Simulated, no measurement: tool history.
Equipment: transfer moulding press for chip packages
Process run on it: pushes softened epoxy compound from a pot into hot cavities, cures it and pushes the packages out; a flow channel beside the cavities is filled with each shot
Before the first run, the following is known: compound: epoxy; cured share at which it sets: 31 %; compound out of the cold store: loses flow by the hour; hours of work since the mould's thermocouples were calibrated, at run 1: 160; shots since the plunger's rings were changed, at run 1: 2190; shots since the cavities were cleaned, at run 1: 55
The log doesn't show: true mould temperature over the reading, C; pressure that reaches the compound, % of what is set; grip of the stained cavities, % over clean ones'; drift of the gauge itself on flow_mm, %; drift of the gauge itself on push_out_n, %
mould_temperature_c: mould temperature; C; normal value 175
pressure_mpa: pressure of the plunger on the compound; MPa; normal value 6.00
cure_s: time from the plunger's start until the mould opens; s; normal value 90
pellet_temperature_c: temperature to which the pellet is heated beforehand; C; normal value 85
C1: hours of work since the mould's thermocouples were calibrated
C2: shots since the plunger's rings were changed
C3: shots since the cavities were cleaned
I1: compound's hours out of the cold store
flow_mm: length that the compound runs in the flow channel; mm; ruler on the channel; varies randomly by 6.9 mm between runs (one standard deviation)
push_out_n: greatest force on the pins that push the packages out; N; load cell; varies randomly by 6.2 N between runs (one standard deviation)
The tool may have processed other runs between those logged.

{"run": 1, "hour": 0.0, "mould_temperature_c": 175, "pressure_mpa": 6.0, "cure_s": 90, "pellet_temperature_c": 85, "C1": 160, "C2": 2190, "C3": 55, "I1": 27.0, "flow_mm": 909, "push_out_n": 261}
{"run": 2, "hour": 6.8, "mould_temperature_c": 175, "pressure_mpa": 6.0, "cure_s": 90, "pellet_temperature_c": 85, "C1": 163, "C2": 2246, "C3": 111, "I1": 32.4, "flow_mm": 884, "push_out_n": 250}
{"run": 3, "hour": 14.2, "mould_temperature_c": 175, "pressure_mpa": 6.0, "cure_s": 90, "pellet_temperature_c": 85, "C1": 167, "C2": 2308, "C3": 173, "I1": 38.4, "flow_mm": 859, "push_out_n": 275}
{"run": 4, "hour": 19.4, "mould_temperature_c": 175, "pressure_mpa": 6.0, "cure_s": 90, "pellet_temperature_c": 85, "C1": 169, "C2": 2351, "C3": 216, "I1": 35.5, "flow_mm": 861, "push_out_n": 279}
{"run": 5, "hour": 26.8, "mould_temperature_c": 175, "pressure_mpa": 6.0, "cure_s": 90, "pellet_temperature_c": 85, "C1": 173, "C2": 2412, "C3": 277, "I1": 17.3, "flow_mm": 941, "push_out_n": 311}
{"run": 6, "hour": 32.7, "mould_temperature_c": 175, "pressure_mpa": 6.0, "cure_s": 90, "pellet_temperature_c": 85, "C1": 175, "C2": 2462, "C3": 327, "I1": 13.1, "flow_mm": 964, "push_out_n": 327}
{"run": 7, "hour": 38.6, "mould_temperature_c": 169, "pressure_mpa": 6.0, "cure_s": 90, "pellet_temperature_c": 85, "C1": 178, "C2": 2511, "C3": 376, "I1": 42.3, "flow_mm": 867, "push_out_n": 423}
{"run": 8, "hour": 50.3, "mould_temperature_c": 169, "pressure_mpa": 6.0, "cure_s": 90, "pellet_temperature_c": 85, "C1": 183, "C2": 2607, "C3": 472, "I1": 23.8, "flow_mm": 926, "push_out_n": 482}
{"run": 9, "hour": 58.8, "mould_temperature_c": 175, "pressure_mpa": 6.0, "cure_s": 90, "pellet_temperature_c": 81, "C1": 187, "C2": 2678, "C3": 543, "I1": 20.2, "flow_mm": 916, "push_out_n": 319}
{"run": 10, "hour": 69.3, "mould_temperature_c": 175, "pressure_mpa": 6.0, "cure_s": 82, "pellet_temperature_c": 85, "C1": 192, "C2": 2766, "C3": 631, "I1": 45.6, "flow_mm": 813, "push_out_n": 381}
{"run": 11, "hour": 79.0, "mould_temperature_c": 175, "pressure_mpa": 6.0, "cure_s": 95, "pellet_temperature_c": 85, "C1": 197, "C2": 2846, "C3": 711, "I1": 16.2, "flow_mm": 934, "push_out_n": 310}
{"run": 12, "hour": 87.5, "mould_temperature_c": 175, "pressure_mpa": 6.0, "cure_s": 71, "pellet_temperature_c": 85, "C1": 201, "C2": 2916, "C3": 781, "I1": 29.7, "flow_mm": 881, "push_out_n": 551}
{"run": 13, "hour": 98.1, "mould_temperature_c": 175, "pressure_mpa": 6.0, "cure_s": 90, "pellet_temperature_c": 85, "C1": 206, "C2": 3004, "C3": 869, "I1": 11.3, "flow_mm": 957, "push_out_n": 366}
{"hour": 101.6, "done": "cavities cleaned with cleaning compound and waxed"}
{"run": 14, "hour": 106.0, "mould_temperature_c": 176, "pressure_mpa": 6.0, "cure_s": 90, "pellet_temperature_c": 85, "C1": 209, "C2": 3058, "C3": 37, "I1": 34.0, "flow_mm": 852, "push_out_n": 230}
{"run": 15, "hour": 113.0, "mould_temperature_c": 176, "pressure_mpa": 6.0, "cure_s": 90, "pellet_temperature_c": 85, "C1": 212, "C2": 3116, "C3": 95, "I1": 28.0, "flow_mm": 888, "push_out_n": 244}
{"run": 16, "hour": 123.3, "mould_temperature_c": 176, "pressure_mpa": 6.0, "cure_s": 90, "pellet_temperature_c": 85, "C1": 217, "C2": 3201, "C3": 180, "I1": 42.5, "flow_mm": 816, "push_out_n": 268}
{"run": 17, "hour": 133.8, "mould_temperature_c": 175, "pressure_mpa": 5.87, "cure_s": 72, "pellet_temperature_c": 85, "C1": 222, "C2": 3288, "C3": 267, "I1": 28.0, "flow_mm": 865, "push_out_n": 451}
{"run": 18, "hour": 141.3, "mould_temperature_c": 175, "pressure_mpa": 5.87, "cure_s": 72, "pellet_temperature_c": 85, "C1": 225, "C2": 3350, "C3": 329, "I1": 25.4, "flow_mm": 879, "push_out_n": 483}

Forecast run 19:
{"run": 19, "hour": 147.5, "mould_temperature_c": 175, "pressure_mpa": 5.87, "cure_s": 72, "pellet_temperature_c": 85, "C1": 228, "C2": 3402, "C3": 381, "I1": 35.2, "flow_mm": "?", "push_out_n": "?"}

Run 19 came out at flow_mm 838 mm, push_out_n 484 N.
The same run, on a tool lacking any hidden state, would have yielded flow_mm 892 mm, push_out_n 362 N.
